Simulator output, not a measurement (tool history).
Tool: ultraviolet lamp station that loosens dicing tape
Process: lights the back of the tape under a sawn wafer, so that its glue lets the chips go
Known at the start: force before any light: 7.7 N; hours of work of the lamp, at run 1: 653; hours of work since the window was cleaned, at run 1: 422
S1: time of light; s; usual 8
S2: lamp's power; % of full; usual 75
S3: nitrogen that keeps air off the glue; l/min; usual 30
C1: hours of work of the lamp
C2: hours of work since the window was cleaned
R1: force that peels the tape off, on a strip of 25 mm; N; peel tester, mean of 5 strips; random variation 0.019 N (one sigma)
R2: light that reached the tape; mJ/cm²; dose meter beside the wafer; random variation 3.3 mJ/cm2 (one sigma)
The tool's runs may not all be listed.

{"run": 1, "hour": 0.0, "S1": 8, "S2": 75, "S3": 30, "C1": 653, "C2": 422, "R1": 1.967, "R2": 335}
{"run": 2, "hour": 25.2, "S1": 8, "S2": 89, "S3": 30, "C1": 670, "C2": 439, "R1": 1.591, "R2": 385}
{"run": 3, "hour": 50.1, "S1": 8, "S2": 89, "S3": 30, "C1": 687, "C2": 455, "R1": 1.625, "R2": 374}
{"hour": 87.6, "done": "window cleaned of glue's vapour"}
{"run": 4, "hour": 88.5, "S1": 8, "S2": 84, "S3": 30, "C1": 712, "C2": 1, "R1": 1.542, "R2": 392}
{"hour": 114.3, "done": "lamp changed"}
{"run": 5, "hour": 146.9, "S1": 8, "S2": 84, "S3": 30, "C1": 22, "C2": 39, "R1": 0.779, "R2": 567}
{"run": 6, "hour": 189.7, "S1": 8, "S2": 75, "S3": 44, "C1": 51, "C2": 68, "R1": 0.921, "R2": 498}
{"run": 7, "hour": 234.7, "S1": 8, "S2": 75, "S3": 30, "C1": 81, "C2": 98, "R1": 1.084, "R2": 486}
{"run": 8, "hour": 295.1, "S1": 8, "S2": 75, "S3": 20, "C1": 122, "C2": 139, "R1": 1.258, "R2": 473}
{"run": 9, "hour": 323.6, "S1": 8, "S2": 75, "S3": 30, "C1": 141, "C2": 158, "R1": 1.144, "R2": 467}
{"run": 10, "hour": 357.6, "S1": 11, "S2": 75, "S3": 30, "C1": 164, "C2": 181, "R1": 0.646, "R2": 636}
{"run": 11, "hour": 387.0, "S1": 8, "S2": 61, "S3": 30, "C1": 184, "C2": 201, "R1": 1.716, "R2": 366}
{"run": 12, "hour": 447.3, "S1": 8, "S2": 84, "S3": 30, "C1": 224, "C2": 242, "R1": 1.013, "R2": 494}
{"run": 13, "hour": 501.4, "S1": 8, "S2": 75, "S3": 22, "C1": 261, "C2": 278, "R1": 1.508, "R2": 426}
{"run": 14, "hour": 549.9, "S1": 8, "S2": 75, "S3": 30, "C1": 293, "C2": 311, "R1": 1.399, "R2": 417}
{"run": 15, "hour": 587.6, "S1": 8, "S2": 75, "S3": 30, "C1": 319, "C2": 336, "R1": 1.483, "R2": 412}
{"run": 16, "hour": 613.9, "S1": 8, "S2": 75, "S3": 30, "C1": 337, "C2": 354, "R1": 1.467, "R2": 406}
{"run": 17, "hour": 658.7, "S1": 6, "S2": 75, "S3": 30, "C1": 367, "C2": 384, "R1": 2.362, "R2": 294}
{"run": 18, "hour": 710.2, "S1": 6, "S2": 75, "S3": 30, "C1": 401, "C2": 419, "R1": 2.311, "R2": 288}
{"run": 19, "hour": 749.7, "S1": 8, "S2": 75, "S3": 12, "C1": 428, "C2": 445, "R1": 2.18, "R2": 377}
{"run": 20, "hour": 779.3, "S1": 12, "S2": 62, "S3": 23, "C1": 448, "C2": 465, "R1": 1.285, "R2": 457}
{"hour": 803.7, "done": "window cleaned of glue's vapour"}
{"run": 21, "hour": 841.1, "S1": 12, "S2": 62, "S3": 23, "C1": 489, "C2": 25, "R1": 1.112, "R2": 503}
{"run": 22, "hour": 900.2, "S1": 9, "S2": 79, "S3": 30, "C1": 529, "C2": 65, "R1": 1.228, "R2": 460}
{"run": 23, "hour": 958.9, "S1": 9, "S2": 79, "S3": 30, "C1": 569, "C2": 105, "R1": 1.25, "R2": 444}
{"run": 24, "hour": 996.2, "S1": 5, "S2": 67, "S3": 12, "C1": 594, "C2": 130, "R1": 3.695, "R2": 202}
{"run": 25, "hour": 1044.4, "S1": 11, "S2": 91, "S3": 19, "C1": 626, "C2": 162, "R1": 0.869, "R2": 595}
{"run": 26, "hour": 1105.8, "S1": 8, "S2": 94, "S3": 30, "C1": 668, "C2": 204, "R1": 1.326, "R2": 432}
{"run": 27, "hour": 1165.3, "S1": 7, "S2": 65, "S3": 28, "C1": 708, "C2": 244, "R1": 2.858, "R2": 253}
{"hour": 1197.7, "done": "lamp changed"}
{"run": 28, "hour": 1204.2, "S1": 7, "S2": 65, "S3": 19, "C1": 4, "C2": 269, "R1": 1.982, "R2": 362}
{"run": 29, "hour": 1238.3, "S1": 7, "S2": 65, "S3": 19, "C1": 27, "C2": 292, "R1": 1.971, "R2": 364}
{"run": 30, "hour": 1280.9, "S1": 12, "S2": 94, "S3": 41, "C1": 56, "C2": 321, "R1": 0.248, "R2": 879}
{"run": 31, "hour": 1329.7, "S1": 12, "S2": 94, "S3": 41, "C1": 89, "C2": 354, "R1": 0.272, "R2": 849}
{"run": 32, "hour": 1373.2, "S1": 12, "S2": 94, "S3": 41, "C1": 118, "C2": 383, "R1": 0.272, "R2": 841}
{"run": 33, "hour": 1412.4, "S1": 12, "S2": 94, "S3": 41, "C1": 145, "C2": 409, "R1": 0.288, "R2": 822}
{"run": 34, "hour": 1449.0, "S1": 8, "S2": 75, "S3": 30, "C1": 169, "C2": 434, "R1": 1.366, "R2": 432}
{"run": 35, "hour": 1489.8, "S1": 4, "S2": 65, "S3": 30, "C1": 197, "C2": 462, "R1": 3.623, "R2": 184}
{"hour": 1519.8, "done": "window cleaned of glue's vapour"}
{"run": 36, "hour": 1523.3, "S1": 8, "S2": 77, "S3": 23, "C1": 219, "C2": 2, "R1": 1.223, "R2": 481}
{"run": 37, "hour": 1576.8, "S1": 8, "S2": 77, "S3": 23, "C1": 255, "C2": 38, "R1": 1.3, "R2": 460}
{"run": 38, "hour": 1624.4, "S1": 8, "S2": 69, "S3": 23, "C1": 287, "C2": 71, "R1": 1.649, "R2": 401}

Some steps in R1 between neighbouring runs. How much of each would the tool show without its hidden state too (settings, what came in, random variation), and how much is left for the hidden state, with any gauge scatter that isn't in both results?
The hidden state here: lamp's light, % of a new lamp's; light that the window lets through, % of a clean one's; drift of the gauge itself on peel_n, %; drift of the gauge itself on dose_mj_cm2, %.
Run 4 -> 5: lamp changed. R1 -0.763 N: hidden state -0.753, all else -0.01.
Run 23 -> 24: S1 9 -> 5, S2 79 -> 67, S3 30 -> 12. R1 +2.445 N: hidden state +0.308, all else +2.137.
Run 24 -> 25: S1 5 -> 11, S2 67 -> 91, S3 12 -> 19. R1 -2.826 N: hidden state -0.408, all else -2.418.
Run 26 -> 27: S1 8 -> 7, S2 94 -> 65, S3 30 -> 28. R1 +1.532 N: hidden state +0.494, all else +1.038.
Run 27 -> 28: S3 28 -> 19, lamp changed. R1 -0.876 N: hidden state -1.034, all else +0.158.
Run 35 -> 36: S1 4 -> 8, S2 65 -> 77, S3 30 -> 23, window cleaned of glue's vapour. R1 -2.4 N: hidden state -0.353, all else -2.047.

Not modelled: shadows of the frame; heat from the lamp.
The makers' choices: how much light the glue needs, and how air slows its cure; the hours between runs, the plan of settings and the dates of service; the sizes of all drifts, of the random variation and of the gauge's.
